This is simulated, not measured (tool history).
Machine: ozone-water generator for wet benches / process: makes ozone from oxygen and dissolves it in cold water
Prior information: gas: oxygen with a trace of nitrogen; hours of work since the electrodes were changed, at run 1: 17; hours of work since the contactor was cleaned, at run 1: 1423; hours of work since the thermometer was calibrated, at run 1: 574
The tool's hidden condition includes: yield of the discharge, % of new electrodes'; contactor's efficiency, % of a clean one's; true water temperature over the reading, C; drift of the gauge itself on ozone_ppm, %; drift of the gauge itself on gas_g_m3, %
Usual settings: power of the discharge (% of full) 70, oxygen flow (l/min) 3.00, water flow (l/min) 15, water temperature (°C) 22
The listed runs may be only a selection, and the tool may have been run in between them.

run	hour	power of the discharge (% of full)	oxygen flow (l/min)	water flow (l/min)	water temperature (°C)	hours of work since the electrodes were changed	hours of work since the contactor was cleaned	hours of work since the thermometer was calibrated	dissolved ozone (ppm)	ozone in the gas ahead of the water (g/m3)
1	0.0	70	3.00	15	22	17	1423	574	17.2	206.0
2	22.6	70	3.00	15	22	30	1437	588	17.4	206.0
3	36.9	70	3.00	15	22	39	1445	597	17.2	207.6
4	55.1	70	3.00	15	22	50	1456	608	17.1	204.9
5	68.8	70	3.00	18	22	58	1464	616	14.7	205.9
6	94.1	70	3.00	18	22	73	1480	631	14.7	204.5
7	108.7	70	3.00	18	22	82	1488	640	14.9	205.3
8	137.9	70	3.00	18	22	100	1506	657	14.8	205.0
9	166.4	70	3.00	18	22	117	1523	674	14.8	206.1
10	184.3	70	3.00	18	22	128	1534	685	14.7	205.3
11	198.8	70	3.00	18	22	136	1543	694	14.7	205.9
12	226.1	70	3.00	18	22	153	1559	710	14.6	205.8
13	254.7	70	3.00	15	24	170	1576	728	16.7	203.1
14	268.8	70	3.00	15	24	178	1585	736	16.7	204.1
# hour 272.1: water thermometer calibrated
15	283.2	70	3.00	15	24	187	1593	7	17.0	204.5
16	306.2	70	3.00	15	24	201	1607	20	16.5	205.7
17	331.3	70	3.00	15	22	216	1622	36	17.1	204.9
18	355.1	84	3.00	11	29	230	1636	50	21.3	227.2
# hour 362.2: water thermometer calibrated, once more
19	372.1	84	3.00	11	29	240	1646	6	21.2	223.1
20	401.1	84	3.00	11	29	257	1663	23	21.5	226.2
21	416.7	47	3.24	15	16	267	1673	33	14.5	153.8
22	431.2	47	3.24	15	16	275	1682	42	14.5	154.6
23	460.0	55	3.19	11	16	293	1699	59	20.5	171.8
24	481.7	67	3.19	11	16	306	1712	72	22.9	190.6
25	501.8	44	4.67	15	22	318	1724	84	12.5	118.5
26	524.5	44	4.67	15	22	332	1738	98	12.6	118.7
27	541.6	44	4.67	15	22	342	1748	108	12.6	118.5
28	559.1	44	4.67	15	22	352	1758	118	12.6	118.8
29	587.2	70	3.00	16	17	369	1775	135	17.2	201.5
30	612.5	70	3.00	16	17	384	1791	150	17.0	202.8
31	637.0	70	3.00	16	17	399	1805	165	17.1	203.6
32	663.8	70	3.00	16	17	415	1821	181	16.9	202.1
33	686.8	58	3.00	16	17	429	1835	195	15.4	181.1

Table of differences, measured result less the result of that run with no hidden state. Run-to-run variation is the same in both. Gauge scatter possibly is not:
run	dissolved ozone (ppm)	ozone in the gas ahead of the water (g/m3)
1	-0.4	-0.1
2	-0.3	-0.2
3	-0.3	-0.3
4	-0.4	-0.5
5	-0.3	-0.5
6	-0.4	-0.7
7	-0.4	-0.7
8	-0.4	-0.9
9	-0.4	-1.1
10	-0.4	-1.2
11	-0.4	-1.3
12	-0.4	-1.5
13	-0.4	-1.7
14	-0.5	-1.8
15	-0.5	-1.9
16	-0.5	-2.0
17	-0.5	-2.2
18	-0.7	-2.9
19	-0.7	-2.9
20	-0.7	-3.1
21	-0.5	-1.5
22	-0.5	-1.6
23	-0.6	-2.2
24	-0.8	-2.8
25	-0.4	-1.4
26	-0.4	-1.5
27	-0.4	-1.5
28	-0.5	-1.6
29	-0.7	-3.8
30	-0.8	-3.9
31	-0.8	-4.1
32	-0.8	-4.2
33	-0.6	-3.5

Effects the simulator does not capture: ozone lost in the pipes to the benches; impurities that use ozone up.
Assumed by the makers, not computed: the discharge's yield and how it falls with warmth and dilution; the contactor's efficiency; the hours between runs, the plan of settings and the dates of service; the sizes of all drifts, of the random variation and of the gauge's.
